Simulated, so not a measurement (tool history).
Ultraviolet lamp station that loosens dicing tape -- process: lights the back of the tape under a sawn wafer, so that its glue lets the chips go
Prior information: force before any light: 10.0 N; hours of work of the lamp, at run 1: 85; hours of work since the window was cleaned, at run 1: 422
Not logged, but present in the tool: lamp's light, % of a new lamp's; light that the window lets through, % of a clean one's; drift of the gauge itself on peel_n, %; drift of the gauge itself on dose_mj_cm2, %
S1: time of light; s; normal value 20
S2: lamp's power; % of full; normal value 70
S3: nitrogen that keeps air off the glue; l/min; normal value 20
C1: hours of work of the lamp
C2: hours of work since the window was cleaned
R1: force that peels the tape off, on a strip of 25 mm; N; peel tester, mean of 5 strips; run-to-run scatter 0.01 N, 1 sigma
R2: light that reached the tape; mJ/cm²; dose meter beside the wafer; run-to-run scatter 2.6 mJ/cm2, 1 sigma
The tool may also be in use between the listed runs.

run     day  S1  S2  S3   C1   C2     R1   R2
  1   0.000  20  70  20   85  422  0.640  293
  2   0.488  20  70  20   93  430  0.681  295
  3   0.867  20  70  20   99  437  0.723  286
  4   1.412  20  70  20  109  446  0.704  284
  5   1.788  20  70  20  115  452  0.683  287
  6   2.467  20  70  20  126  463  0.704  286
  7   3.067  19  70  20  136  473  0.805  271
  8   3.721  11  70  20  147  484  2.320  150
      4.383  -- window cleaned of glue's vapour
  9   4.383  11  70  19  158    0  2.536  148
 10   4.846  11  70  19  165    8  2.514  146
 11   5.421  11  70  19  175   17  2.512  144
 12   6.112  11  70  19  186   29  2.574  144
 13   6.575  30  70  19  194   36  0.335  391
 14   7.188  20  70  16  204   47  1.029  263
      7.279  -- window cleaned of glue's vapour, once more
 15   7.892  20  79  20  215   10  0.426  344
 16   8.250  20  79  20  221   16  0.437  349
 17   8.879  20  70  20  232   27  0.595  302
 18   9.575  20  70  20  243   38  0.630  301
 19  10.108  20  70  20  252   47  0.630  303
 20  10.450  20  70  20  258   53  0.617  301
 21  10.996  20  70  20  267   62  0.636  297
 22  11.479  20  70  20  275   70  0.669  294
 23  11.954  11  88  20  283   78  1.444  205
 24  12.325  39  75  17  289   84  0.146  621
 25  12.688  40  70   8  295   90  0.310  583
 26  13.117  19  70  21  302   97  0.737  276
 27  13.804  31  70   6  314  108  0.847  448
 28  14.246  14  95  24  321  116  0.686  275
 29  14.579  30  70  32  326  121  0.172  433
 30  15.067  30  61   9  335  129  0.867  376
 31  15.458  27  76   9  341  136  0.671  409
 32  15.912  27  76   9  349  143  0.673  416
 33  16.212  20  70  10  354  148  1.372  280
 34  16.800  13  88  10  363  158  2.003  221
 35  17.167  20  88   7  369  164  1.252  352
 36  17.767  16  61  39  379  174  0.999  194
 37  18.246  19  61  39  387  182  0.690  228
 38  18.617  22  76  39  393  188  0.267  326
 39  19.071  20  85  16  401  196  0.637  329

Run 40, settings as shown, results not yet in. Your forecast:
 40  19.571  20  85  16  409  204   ?   ?

Run 40 measured R1 0.666 N, R2 331 mJ/cm².
If the tool had no hidden condition, the same run with the same run-to-run variation would have returned R1 0.371 N, R2 418 mJ/cm².
